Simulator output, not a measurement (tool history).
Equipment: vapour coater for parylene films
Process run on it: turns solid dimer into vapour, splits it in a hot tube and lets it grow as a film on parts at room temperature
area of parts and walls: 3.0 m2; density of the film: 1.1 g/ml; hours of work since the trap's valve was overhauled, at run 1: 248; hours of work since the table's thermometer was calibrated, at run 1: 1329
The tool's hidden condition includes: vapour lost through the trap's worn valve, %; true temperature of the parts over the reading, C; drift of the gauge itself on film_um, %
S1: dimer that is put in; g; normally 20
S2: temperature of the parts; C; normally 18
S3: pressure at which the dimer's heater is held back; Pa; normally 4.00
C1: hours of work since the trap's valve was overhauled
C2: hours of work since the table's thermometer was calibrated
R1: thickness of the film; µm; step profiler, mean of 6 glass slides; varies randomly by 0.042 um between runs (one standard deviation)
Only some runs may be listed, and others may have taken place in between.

Run 1, day 0.000: usual settings; C1 248; C2 1329. Result: R1 4.44 µm.
Run 2, day 1.996: usual settings; C1 281; C2 1362. Result: R1 4.43 µm.
Run 3, day 3.708: usual settings; C1 309; C2 1390. Result: R1 4.50 µm.
Run 4, day 4.608: usual settings; C1 324; C2 1405. Result: R1 4.38 µm.
Run 5, day 6.158: usual settings; C1 349; C2 1431. Result: R1 4.40 µm.
Run 6, day 7.196: usual settings but S3 2.53 Pa; C1 366; C2 1448. Result: R1 4.54 µm.
Run 7, day 8.600: usual settings but S3 2.41 Pa; C1 390; C2 1471. Result: R1 4.46 µm.
At day 10.346: trap's valve overhauled.
Run 8, day 10.829: usual settings but S3 2.41 Pa; C1 8; C2 1505. Result: R1 4.37 µm.
Run 9, day 12.096: usual settings but S3 2.41 Pa; C1 29; C2 1526. Result: R1 4.38 µm.
Run 10, day 14.112: usual settings but S3 2.41 Pa; C1 62; C2 1559. Result: R1 4.35 µm.
Run 11, day 16.246: usual settings but S3 2.41 Pa; C1 97; C2 1594. Result: R1 4.26 µm.
At day 17.642: trap's valve overhauled, once more.
Run 12, day 17.642: usual settings but S3 2.41 Pa; C1 0; C2 1614. Result: R1 4.89 µm.
Run 13, day 18.638: usual settings but S1 33 g; C1 16; C2 1631. Result: R1 7.73 µm.
Run 14, day 19.646: usual settings but S1 33 g; C1 33; C2 1647. Result: R1 7.69 µm.
Run 15, day 21.254: usual settings but S1 33 g; C1 60; C2 1674. Result: R1 7.70 µm.
Run 16, day 22.246: usual settings but S3 2.99 Pa; C1 76; C2 1690. Result: R1 4.65 µm.
Run 17, day 23.638: usual settings; C1 99; C2 1713. Result: R1 4.60 µm.
Run 18, day 25.408: usual settings; C1 128; C2 1742. Result: R1 4.53 µm.
Run 19, day 26.558: usual settings; C1 147; C2 1761. Result: R1 4.60 µm.
Run 20, day 27.858: usual settings; C1 168; C2 1783. Result: R1 4.64 µm.
Run 21, day 29.842: usual settings; C1 201; C2 1815. Result: R1 4.50 µm.
Run 22, day 31.912: usual settings but S1 35 g; C1 235; C2 1850. Result: R1 7.84 µm.
Run 23, day 33.125: usual settings but S1 35 g; C1 255; C2 1870. Result: R1 7.90 µm.
Run 24, day 34.983: usual settings but S1 13 g, S2 24 C, S3 3.82 Pa; C1 286; C2 1900. Result: R1 2.63 µm.
Run 25, day 36.167: usual settings but S1 22 g, S3 4.28 Pa; C1 305; C2 1920. Result: R1 4.93 µm.
Run 26, day 37.683: usual settings but S1 22 g, S3 4.28 Pa; C1 330; C2 1945. Result: R1 4.90 µm.
Run 27, day 39.667: usual settings but S1 22 g, S3 4.28 Pa; C1 363; C2 1977. Result: R1 4.85 µm.
At day 40.408: table's thermometer calibrated.
Run 28, day 40.971: usual settings but S1 22 g, S3 4.28 Pa; C1 384; C2 9. Result: R1 4.77 µm.
At day 43.025: trap's valve overhauled.
Run 29, day 43.221: usual settings but S1 22 g, S3 4.28 Pa; C1 3; C2 44. Result: R1 5.08 µm.
Run 30, day 44.483: usual settings but S1 12 g, S2 27 C, S3 2.48 Pa; C1 24; C2 64. Result: R1 2.54 µm.
Run 31, day 45.558: usual settings but S1 23 g, S2 15 C; C1 42; C2 82. Result: R1 5.58 µm.
Run 32, day 47.496: usual settings but S1 23 g, S2 15 C; C1 74; C2 114. Result: R1 5.56 µm.
Run 33, day 49.000: usual settings but S1 16 g, S2 15 C, S3 3.35 Pa; C1 98; C2 139. Result: R1 3.86 µm.
Run 34, day 50.046: usual settings but S1 31 g, S2 12 C, S3 2.73 Pa; C1 116; C2 156. Result: R1 7.88 µm.
Run 35, day 51.504: usual settings but S2 16 C, S3 2.14 Pa; C1 140; C2 180. Result: R1 4.85 µm.
Run 36, day 52.475: usual settings but S1 33 g; C1 156; C2 196. Result: R1 7.37 µm.
Run 37, day 54.488: usual settings but S1 33 g; C1 189; C2 229. Result: R1 7.50 µm.
Run 38, day 55.962: usual settings but S1 30 g, S2 13 C, S3 2.42 Pa; C1 213; C2 254. Result: R1 7.47 µm.
Run 39, day 57.429: usual settings but S1 26 g, S2 13 C, S3 8.48 Pa; C1 237; C2 278. Result: R1 6.06 µm.
Run 40, day 58.900: usual settings but S1 26 g, S2 13 C, S3 8.48 Pa; C1 262; C2 302. Result: R1 6.08 µm.
Run 41, day 61.104: usual settings but S1 23 g, S2 13 C, S3 11.86 Pa; C1 298; C2 338. Result: R1 5.26 µm.
Run 42, day 62.646: usual settings but S2 16 C, S3 11.86 Pa; C1 323; C2 364. Result: R1 4.33 µm.
Run 43, day 64.096: usual settings but S1 19 g, S2 13 C, S3 6.59 Pa; C1 347; C2 388. Result: R1 4.45 µm.
Run 44, day 65.750: usual settings but S1 19 g, S2 25 C, S3 7.31 Pa; C1 375; C2 415. Result: R1 3.67 µm.
Run 45, day 66.867: usual settings but S1 19 g, S3 6.95 Pa; C1 393; C2 433. Result: R1 4.12 µm.
At day 68.442: trap's valve overhauled.
Run 46, day 69.254: usual settings but S1 10 g, S3 6.20 Pa; C1 13; C2 470. Result: R1 2.32 µm.

Alternative continuations, all from the tool just after run 46; predict every row:
Run A, day 70.646: usual settings but S1 24 g; C1 36; C2 493. Result: R1 ?.
Run B, day 70.646: usual settings but S1 10 g, S2 22 C, S3 9.67 Pa; C1 36; C2 493. Result: R1 ?.
Run C, day 70.646: usual settings but S1 16 g; C1 36; C2 493. Result: R1 ?.
Run D, day 70.646: usual settings but S1 27 g, S2 24 C, S3 2.16 Pa; C1 36; C2 493. Result: R1 ?.

run    R1
  A  5.55
  B  2.07
  C  3.70
  D  5.79
With the hidden condition removed and each run's random variation left untouched, the same runs would have given:
run    R1
  A  5.62
  B  2.09
  C  3.74
  D  5.86
